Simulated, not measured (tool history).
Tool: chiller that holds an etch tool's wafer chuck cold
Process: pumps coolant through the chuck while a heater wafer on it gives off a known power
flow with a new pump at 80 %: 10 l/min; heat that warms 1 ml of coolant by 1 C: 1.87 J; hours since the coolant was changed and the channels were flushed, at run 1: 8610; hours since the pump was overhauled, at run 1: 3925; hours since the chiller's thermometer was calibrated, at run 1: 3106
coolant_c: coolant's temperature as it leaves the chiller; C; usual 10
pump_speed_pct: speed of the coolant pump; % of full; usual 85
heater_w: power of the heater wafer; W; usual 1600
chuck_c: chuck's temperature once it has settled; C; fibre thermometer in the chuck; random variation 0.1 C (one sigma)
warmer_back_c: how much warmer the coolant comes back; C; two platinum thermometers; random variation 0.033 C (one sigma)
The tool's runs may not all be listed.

| run | hour | coolant_c | pump_speed_pct | heater_w | hours since the coolant was changed and the channels were flushed | hours since the pump was overhauled | hours since the chiller's thermometer was calibrated | chuck_c | warmer_back_c |
|---|---|---|---|---|---|---|---|---|---|
| 1 | 0 | 10 | 85 | 1600 | 8610 | 3925 | 3106 | 26.8 | 4.82 |
| 2 | 61 | 10 | 85 | 1600 | 8671 | 3986 | 3167 | 26.6 | 4.85 |
| 3 | 130.6 | 10 | 85 | 1600 | 8740 | 4056 | 3236 | 26.7 | 4.78 |
| 4 | 185.7 | 10 | 94 | 1600 | 8795 | 4111 | 3291 | 25.9 | 4.36 |
| 5 | 239 | 10 | 94 | 1600 | 8849 | 4164 | 3345 | 25.6 | 4.4 |
| 6 | 331.6 | 10 | 95 | 1600 | 8941 | 4257 | 3437 | 25.7 | 4.35 |
| 7 | 445.6 | 10 | 95 | 1600 | 9055 | 4371 | 3551 | 25.7 | 4.24 |
| 8 | 534.8 | 10 | 95 | 1600 | 9145 | 4460 | 3640 | 25.5 | 4.3 |
| 9 | 626.2 | 10 | 95 | 1600 | 9236 | 4551 | 3732 | 25.7 | 4.25 |
| 10 | 682.1 | 10 | 95 | 1600 | 9292 | 4607 | 3788 | 25.5 | 4.24 |
| 11 | 763.7 | 10 | 66 | 1600 | 9373 | 4689 | 3869 | 30 | 6.14 |
| 12 | 874.9 | 10 | 66 | 1600 | 9485 | 4800 | 3981 | 29.7 | 6.2 |
| 13 | 976.4 | 10 | 66 | 1600 | 9586 | 4901 | 4082 | 30 | 6.19 |
| 14 | 1055.6 | 10 | 80 | 972 | 9665 | 4981 | 4161 | 20.6 | 3.03 |
| 15 | 1114.4 | 20 | 80 | 972 | 9724 | 5039 | 4220 | 30.7 | 3.01 |
| 16 | 1197.8 | 9 | 85 | 1337 | 9808 | 5123 | 4303 | 22.9 | 4 |
| 17 | 1249.7 | 17 | 85 | 1538 | 9859 | 5175 | 4355 | 33.1 | 4.52 |
| 18 | 1303.7 | 17 | 85 | 1538 | 9913 | 5229 | 4409 | 33.2 | 4.53 |
| 19 | 1376.5 | 17 | 85 | 1538 | 9986 | 5302 | 4482 | 32.9 | 4.5 |
| 20 | 1461.2 | 10 | 85 | 1064 | 10071 | 5386 | 4567 | 21.2 | 3.14 |
| 21 | 1565.3 | 10 | 85 | 1064 | 10175 | 5490 | 4671 | 21 | 3.06 |
| 22 | 1632.3 | 3 | 85 | 1285 | 10242 | 5557 | 4738 | 16.5 | 3.77 |

Hidden state or all else? Some run-to-run changes of warmer_back_c, split into what the settings, what came in and random variation would give without the hidden state, and what is left for the hidden state (with any gauge scatter that isn't in both results):
The hidden state here: heat passed by the chuck's channels, % of clean ones'; flow at a given pump speed, % of a new pump's; coolant's true temperature over the reading, C; drift of the gauge itself on chuck_c, C; drift of the gauge itself on warmer_back_c, C.
Run 5 -> 6: pump_speed_pct 94 -> 95. warmer_back_c -0.05 C: hidden state -0.02, all else -0.03.
Run 10 -> 11: pump_speed_pct 95 -> 66. warmer_back_c +1.9 C: hidden state -0.01, all else +1.91.
Run 13 -> 14: pump_speed_pct 66 -> 80, heater_w 1600 -> 972. warmer_back_c -3.16 C: hidden state -0.02, all else -3.14.
